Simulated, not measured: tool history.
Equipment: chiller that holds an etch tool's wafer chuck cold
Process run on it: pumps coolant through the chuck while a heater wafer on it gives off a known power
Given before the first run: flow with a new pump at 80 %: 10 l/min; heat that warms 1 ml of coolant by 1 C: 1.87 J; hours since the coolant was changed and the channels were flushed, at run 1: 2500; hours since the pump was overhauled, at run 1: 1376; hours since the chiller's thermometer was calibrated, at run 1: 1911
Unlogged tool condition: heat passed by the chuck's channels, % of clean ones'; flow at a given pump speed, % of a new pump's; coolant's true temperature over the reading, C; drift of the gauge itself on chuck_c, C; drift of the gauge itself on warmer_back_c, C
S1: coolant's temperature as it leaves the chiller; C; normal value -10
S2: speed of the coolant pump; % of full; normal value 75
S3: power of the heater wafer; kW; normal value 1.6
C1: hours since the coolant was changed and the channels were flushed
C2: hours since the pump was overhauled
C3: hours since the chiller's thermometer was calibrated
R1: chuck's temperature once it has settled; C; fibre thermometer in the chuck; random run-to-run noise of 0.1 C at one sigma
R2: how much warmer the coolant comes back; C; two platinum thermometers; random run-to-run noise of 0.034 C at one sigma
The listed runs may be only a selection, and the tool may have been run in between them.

run 1 hour=0 | S1=-10 S2=75 S3=1.6 | C1=2500 C2=1376 C3=1911 | R1=2.1 R2=5.55
run 2 hour=210.7 | S1=-10 S2=75 S3=1.6 | C1=2710 C2=1587 C3=2121 | R1=2 R2=5.52
run 3 hour=390.9 | S1=-10 S2=75 S3=1.6 | C1=2890 C2=1767 C3=2301 | R1=1.9 R2=5.54
run 4 hour=525.4 | S1=-10 S2=75 S3=1.6 | C1=3025 C2=1901 C3=2436 | R1=2.2 R2=5.54
run 5 hour=650.1 | S1=-10 S2=75 S3=1.6 | C1=3150 C2=2026 C3=2561 | R1=2.2 R2=5.55
run 6 hour=828.9 | S1=-10 S2=75 S3=1.061 | C1=3328 C2=2205 C3=2739 | R1=-2 R2=3.7
run 7 hour=1000.6 | S1=-10 S2=75 S3=1.061 | C1=3500 C2=2377 C3=2911 | R1=-2 R2=3.65
-- hour=1126.6 coolant changed, channels flushed
run 8 hour=1146.5 | S1=-10 S2=75 S3=0.908 | C1=20 C2=2517 C3=3051 | R1=-3.1 R2=3.19
run 9 hour=1370.8 | S1=-10 S2=75 S3=0.908 | C1=244 C2=2741 C3=3275 | R1=-3.2 R2=3.2
run 10 hour=1511.2 | S1=-10 S2=64 S3=1.6 | C1=385 C2=2881 C3=3416 | R1=4.1 R2=6.67
run 11 hour=1688.1 | S1=-10 S2=64 S3=1.6 | C1=562 C2=3058 C3=3593 | R1=4.1 R2=6.68
run 12 hour=1795 | S1=-16 S2=75 S3=1.6 | C1=668 C2=3165 C3=3699 | R1=-3.8 R2=5.55
run 13 hour=1904.9 | S1=-10 S2=75 S3=1.6 | C1=778 C2=3275 C3=3809 | R1=2.2 R2=5.67
-- hour=1966.2 chiller's thermometer calibrated
run 14 hour=2002.7 | S1=-10 S2=75 S3=1.6 | C1=875 C2=3372 C3=37 | R1=2.2 R2=5.55
run 15 hour=2102.5 | S1=-10 S2=75 S3=2.018 | C1=975 C2=3472 C3=136 | R1=5.1 R2=7.08
run 16 hour=2209.5 | S1=-10 S2=75 S3=2.018 | C1=1082 C2=3579 C3=243 | R1=5.2 R2=7.03
run 17 hour=2425.4 | S1=-14 S2=75 S3=2.018 | C1=1298 C2=3794 C3=459 | R1=1.2 R2=7.03
run 18 hour=2611.3 | S1=-5 S2=75 S3=1.6 | C1=1484 C2=3980 C3=645 | R1=6.9 R2=5.57
run 19 hour=2738.9 | S1=-5 S2=75 S3=1.715 | C1=1611 C2=4108 C3=773 | R1=8.2 R2=6.02
-- hour=2917.1 coolant pump overhauled
run 20 hour=2936.9 | S1=-11 S2=88 S3=0.846 | C1=1804 C2=20 C3=966 | R1=-5.7 R2=2.52
run 21 hour=3146.4 | S1=-11 S2=88 S3=0.846 | C1=2014 C2=229 C3=1175 | R1=-5.6 R2=2.54
run 22 hour=3360.5 | S1=-11 S2=88 S3=0.846 | C1=2228 C2=443 C3=1389 | R1=-5.4 R2=2.61
run 23 hour=3517.4 | S1=-11 S2=88 S3=0.846 | C1=2385 C2=600 C3=1546 | R1=-5.4 R2=2.55
run 24 hour=3746.5 | S1=-11 S2=88 S3=0.846 | C1=2614 C2=829 C3=1775 | R1=-5.5 R2=2.59
run 25 hour=3861.3 | S1=-8 S2=91 S3=1.368 | C1=2729 C2=944 C3=1890 | R1=0.6 R2=3.92
run 26 hour=4010.1 | S1=-8 S2=91 S3=1.368 | C1=2878 C2=1093 C3=2039 | R1=0.7 R2=3.97
run 27 hour=4209.2 | S1=-4 S2=94 S3=0.896 | C1=3077 C2=1292 C3=2238 | R1=1.4 R2=2.56
run 28 hour=4376.3 | S1=-10 S2=75 S3=1.222 | C1=3244 C2=1459 C3=2405 | R1=-0.6 R2=4.37
run 29 hour=4498.9 | S1=0 S2=68 S3=2.375 | C1=3366 C2=1582 C3=2528 | R1=19.9 R2=9.31
run 30 hour=4693.6 | S1=-7 S2=96 S3=0.821 | C1=3561 C2=1777 C3=2722 | R1=-2 R2=2.3

What will run 31 give?
-- hour=4764.4 coolant changed, channels flushed
run 31 hour=4808.4 | S1=-7 S2=91 S3=0.935 | C1=44 C2=1885 C3=2831 | R1=? R2=?

Run 31 came out at R1 -1 C, R2 2.73 C.
On a tool with no hidden condition, and with the same random variation, this run would have come out at R1 -1 C, R2 2.55 C.
